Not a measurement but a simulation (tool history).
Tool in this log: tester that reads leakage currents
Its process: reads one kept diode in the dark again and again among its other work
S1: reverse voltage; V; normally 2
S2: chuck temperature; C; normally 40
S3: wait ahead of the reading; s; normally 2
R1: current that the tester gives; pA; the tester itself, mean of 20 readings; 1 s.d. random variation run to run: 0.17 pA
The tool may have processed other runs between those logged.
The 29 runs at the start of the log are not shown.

run	hour	S1	S2	S3	R1
30	2606.1	5.67	52	2	255.32
31	2686.4	3.91	40	0.57	91.7
32	2783.9	5.85	33	2	68.65
33	2886.7	2	40	1.1	63.47
34	2998.4	1.96	48	0.35	113.02
35	3073	1.96	48	0.35	113.13
36	3189.6	1.96	57	6.32	209.79
37	3288.4	1.96	57	6.32	209.67
38	3344.4	3.98	51	5.54	202.11
39	3400.4	2	39	0.9	60.17

What if the next run were any one of these 4? Each begins from the tool's condition after run 39:
A	3512.7	1.59	40	2	?
B	3512.7	2.13	40	2	?
C	3512.7	2	39	0.31	?
D	3512.7	1.38	40	1.25	?

run	R1
A	57.34
B	66.84
C	61.92
D	52.91
With the hidden condition removed and each run's random variation left untouched, the same runs would have given:
run	R1
A	48.16
B	55.83
C	51.9
D	44.56
